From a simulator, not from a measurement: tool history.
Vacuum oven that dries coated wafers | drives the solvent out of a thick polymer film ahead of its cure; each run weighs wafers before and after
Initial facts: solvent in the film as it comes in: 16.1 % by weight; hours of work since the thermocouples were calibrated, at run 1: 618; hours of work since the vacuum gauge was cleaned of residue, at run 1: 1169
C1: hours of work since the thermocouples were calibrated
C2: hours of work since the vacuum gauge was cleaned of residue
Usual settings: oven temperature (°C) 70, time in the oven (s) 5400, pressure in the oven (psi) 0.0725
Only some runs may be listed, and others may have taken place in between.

Run 1, hour 0: usual settings; C1 618; C2 1169. Result: solvent left in the film (%) 2.22.
Run 2, hour 29.4: usual settings; C1 641; C2 1193. Result: solvent left in the film (%) 2.16.
Run 3, hour 50.7: usual settings; C1 658; C2 1209. Result: solvent left in the film (%) 2.15.
Run 4, hour 85.3: usual settings; C1 685; C2 1237. Result: solvent left in the film (%) 2.11.
Run 5, hour 111.4: usual settings but time in the oven (s) 4020; C1 706; C2 1257. Result: solvent left in the film (%) 3.39.
Run 6, hour 131.7: usual settings but time in the oven (s) 4020; C1 722; C2 1273. Result: solvent left in the film (%) 3.23.
Run 7, hour 147.7: usual settings but time in the oven (s) 4020; C1 734; C2 1286. Result: solvent left in the film (%) 3.17.
Run 8, hour 163.3: usual settings but time in the oven (s) 8280; C1 747; C2 1298. Result: solvent left in the film (%) 1.19.
Run 9, hour 184.5: usual settings; C1 764; C2 1315. Result: solvent left in the film (%) 2.28.
Run 10, hour 213.5: usual settings; C1 786; C2 1338. Result: solvent left in the film (%) 2.2.
Run 11, hour 231.8: usual settings; C1 801; C2 1353. Result: solvent left in the film (%) 2.17.
Run 12, hour 269.6: usual settings but oven temperature (°C) 76, pressure in the oven (psi) 0.0999; C1 831; C2 1383. Result: solvent left in the film (%) 1.46.
Run 13, hour 293.8: usual settings but oven temperature (°C) 76, pressure in the oven (psi) 0.0999; C1 850; C2 1402. Result: solvent left in the film (%) 1.51.
Run 14, hour 319: usual settings but oven temperature (°C) 80, time in the oven (s) 2940, pressure in the oven (psi) 0.1772; C1 870; C2 1422. Result: solvent left in the film (%) 3.05.
Run 15, hour 334.3: usual settings but oven temperature (°C) 80, time in the oven (s) 8580, pressure in the oven (psi) 0.1047; C1 882; C2 1434. Result: solvent left in the film (%) 0.61.
Run 16, hour 366: usual settings but oven temperature (°C) 67; C1 907; C2 1459. Result: solvent left in the film (%) 2.65.
Run 17, hour 390: usual settings but oven temperature (°C) 67, time in the oven (s) 4620; C1 926; C2 1478. Result: solvent left in the film (%) 3.25.
Run 18, hour 405.6: usual settings but oven temperature (°C) 67, time in the oven (s) 4620; C1 938; C2 1490. Result: solvent left in the film (%) 3.44.
Run 19, hour 423.3: usual settings but oven temperature (°C) 79, time in the oven (s) 4620, pressure in the oven (psi) 0.2696; C1 952; C2 1504. Result: solvent left in the film (%) 2.41.
Run 20, hour 458.9: usual settings but oven temperature (°C) 73, time in the oven (s) 4800, pressure in the oven (psi) 0.1764; C1 981; C2 1532. Result: solvent left in the film (%) 2.83.
Run 21, hour 488.6: usual settings but oven temperature (°C) 60, pressure in the oven (psi) 0.0741; C1 1004; C2 1556. Result: solvent left in the film (%) 4.51.
Run 22, hour 512.9: usual settings but oven temperature (°C) 57, time in the oven (s) 4200, pressure in the oven (psi) 0.0741; C1 1023; C2 1575. Result: solvent left in the film (%) 6.38.

Alternative continuations, all from the tool just after run 22; predict every row:
Run A, hour 539.1: usual settings but oven temperature (°C) 57, time in the oven (s) 4860, pressure in the oven (psi) 0.2228; C1 1044; C2 1596. Result: solvent left in the film (%) ?.
Run B, hour 539.1: usual settings but oven temperature (°C) 80, time in the oven (s) 3120, pressure in the oven (psi) 0.1053; C1 1044; C2 1596. Result: solvent left in the film (%) ?.
Run C, hour 539.1: usual settings but oven temperature (°C) 56, time in the oven (s) 7860, pressure in the oven (psi) 0.1089; C1 1044; C2 1596. Result: solvent left in the film (%) ?.

run  solvent left in the film (%)
  A                           7.1
  B                          2.42
  C                          4.18
Without the tool's unlogged condition, the same runs would have read:
run  solvent left in the film (%)
  A                          7.12
  B                          2.43
  C                          4.18

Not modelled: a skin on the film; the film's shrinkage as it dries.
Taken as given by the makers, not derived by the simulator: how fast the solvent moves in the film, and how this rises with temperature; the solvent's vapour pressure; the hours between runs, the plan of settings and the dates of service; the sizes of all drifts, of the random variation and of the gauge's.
